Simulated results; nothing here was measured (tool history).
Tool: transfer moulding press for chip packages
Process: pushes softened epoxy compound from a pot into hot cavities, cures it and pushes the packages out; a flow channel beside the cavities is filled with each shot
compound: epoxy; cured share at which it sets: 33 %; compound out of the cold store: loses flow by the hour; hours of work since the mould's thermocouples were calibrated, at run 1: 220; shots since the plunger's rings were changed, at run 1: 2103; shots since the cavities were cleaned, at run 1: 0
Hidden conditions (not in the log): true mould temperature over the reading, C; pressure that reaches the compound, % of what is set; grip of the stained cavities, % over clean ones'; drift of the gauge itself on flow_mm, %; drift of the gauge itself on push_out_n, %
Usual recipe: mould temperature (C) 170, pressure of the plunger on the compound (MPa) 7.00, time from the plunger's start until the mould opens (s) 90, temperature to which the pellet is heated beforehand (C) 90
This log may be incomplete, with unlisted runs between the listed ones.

| run | day | mould temperature (C) | pressure of the plunger on the compound (MPa) | time from the plunger's start until the mould opens (s) | temperature to which the pellet is heated beforehand (C) | hours of work since the mould's thermocouples were calibrated | shots since the plunger's rings were changed | shots since the cavities were cleaned | incoming compound's hours out of the cold store | length that the compound runs in the flow channel (mm) | greatest force on the pins that push the packages out (N) |
|---|---|---|---|---|---|---|---|---|---|---|---|
| 1 | 0.000 | 170 | 7.00 | 90 | 90 | 220 | 2103 | 0 | 27.2 | 951 | 227 |
| 2 | 2.688 | 170 | 7.00 | 90 | 90 | 250 | 2684 | 581 | 17.7 | 984 | 421 |
|  | 3.717 | cavities cleaned with cleaning compound and waxed |
| 3 | 4.117 | 170 | 7.00 | 90 | 90 | 266 | 2980 | 87 | 29.9 | 933 | 287 |
|  | 5.004 | plunger's sealing rings changed |
| 4 | 6.512 | 170 | 7.00 | 90 | 90 | 292 | 326 | 582 | 40.4 | 914 | 426 |
|  | 7.458 | cavities cleaned with cleaning compound and waxed |
| 5 | 9.588 | 170 | 7.00 | 90 | 90 | 326 | 977 | 460 | 22.5 | 978 | 393 |
|  | 11.217 | cavities cleaned with cleaning compound and waxed |
| 6 | 11.754 | 170 | 7.00 | 90 | 90 | 350 | 1432 | 117 | 42.1 | 891 | 298 |
| 7 | 13.975 | 170 | 7.00 | 90 | 90 | 375 | 1912 | 597 | 23.3 | 968 | 420 |
|  | 14.971 | cavities cleaned with cleaning compound and waxed |
| 8 | 15.658 | 170 | 7.00 | 90 | 90 | 394 | 2262 | 148 | 25.5 | 954 | 313 |
| 9 | 17.108 | 170 | 7.00 | 90 | 90 | 410 | 2576 | 462 | 45.0 | 864 | 390 |
|  | 18.804 | cavities cleaned with cleaning compound and waxed |
|  | 19.825 | plunger's sealing rings changed |
| 10 | 19.958 | 170 | 7.00 | 90 | 90 | 441 | 30 | 228 | 23.0 | 996 | 360 |
| 11 | 21.346 | 170 | 7.00 | 123 | 90 | 457 | 329 | 527 | 33.7 | 946 | 372 |
|  | 22.608 | cavities cleaned with cleaning compound and waxed |
| 12 | 24.429 | 170 | 7.00 | 123 | 90 | 491 | 982 | 394 | 30.3 | 952 | 328 |
|  | 26.279 | cavities cleaned with cleaning compound and waxed |
| 13 | 26.962 | 170 | 7.00 | 77 | 90 | 519 | 1516 | 148 | 30.4 | 936 | 375 |
| 14 | 28.375 | 170 | 7.00 | 77 | 90 | 535 | 1822 | 454 | 42.9 | 883 | 460 |
|  | 30.054 | cavities cleaned with cleaning compound and waxed |
| 15 | 31.154 | 170 | 7.00 | 127 | 97 | 566 | 2409 | 238 | 43.1 | 871 | 312 |
| 16 | 32.942 | 170 | 7.00 | 90 | 85 | 586 | 2795 | 624 | 30.1 | 909 | 427 |
|  | 33.783 | cavities cleaned with cleaning compound and waxed |
|  | 34.517 | plunger's sealing rings changed |
| 17 | 35.104 | 170 | 7.00 | 90 | 85 | 609 | 126 | 263 | 27.2 | 982 | 355 |
|  | 37.746 | cavities cleaned with cleaning compound and waxed |
| 18 | 37.788 | 165 | 6.00 | 84 | 94 | 639 | 693 | 9 | 14.6 | 968 | 316 |
| 19 | 40.571 | 170 | 7.00 | 93 | 84 | 670 | 1294 | 610 | 21.4 | 1008 | 412 |
|  | 41.579 | cavities cleaned with cleaning compound and waxed |
| 20 | 42.942 | 172 | 5.43 | 93 | 84 | 697 | 1794 | 295 | 35.2 | 800 | 357 |

Estimate the outcome of run 21 from the log above:
| 21 | 44.525 | 170 | 7.00 | 90 | 95 | 715 | 2135 | 636 | 41.0 | ? | ? |

Run 21 produced length that the compound runs in the flow channel (mm) 892, greatest force on the pins that push the packages out (N) 405.
Were there no unlogged condition in the tool, this run, its random variation unchanged, would have produced length that the compound runs in the flow channel (mm) 927, greatest force on the pins that push the packages out (N) 219.
